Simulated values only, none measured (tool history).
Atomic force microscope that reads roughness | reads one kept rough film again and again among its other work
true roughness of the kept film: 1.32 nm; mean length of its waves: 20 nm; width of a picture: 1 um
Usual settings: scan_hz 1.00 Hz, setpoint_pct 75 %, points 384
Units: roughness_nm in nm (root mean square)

run,hour,scan_hz,setpoint_pct,points,roughness_nm
1,0.0,1.00,75,384,1.006
2,58.2,1.00,75,384,0.909
# hour 82.6: new tip fitted
3,111.4,1.00,75,384,1.044
4,166.1,1.00,75,767,0.957
# hour 206.5: new tip fitted
5,208.7,0.82,75,384,1.105
6,242.0,2.06,75,384,0.964
7,281.3,2.06,75,384,0.892
8,318.2,2.06,59,384,0.914
# hour 330.8: new tip fitted
9,367.2,2.06,59,384,1.035
10,418.1,2.06,59,384,0.943
# hour 454.8: new tip fitted
11,463.8,0.51,59,384,1.137
12,515.8,0.51,59,384,1.021
# hour 524.3: height scale calibrated on a step standard
# hour 579.6: new tip fitted
13,586.8,1.00,65,384,1.095
14,629.3,1.00,65,384,1.016
# hour 676.1: height scale calibrated on a step standard, once more
15,688.8,1.95,82,436,0.833
# hour 701.3: new tip fitted
16,762.2,1.14,75,261,0.968
# hour 827.5: new tip fitted
17,835.6,1.00,62,384,1.132
18,879.1,1.25,75,616,1.003
19,932.0,1.25,75,616,0.920

Forecast run 20:
# hour 950.2: new tip fitted
20,966.3,1.00,75,668,?

Run 20 gave roughness_nm 1.071 nm (root mean square).
Without the tool's hidden state the same run would have given roughness_nm 1.123 nm (root mean square).
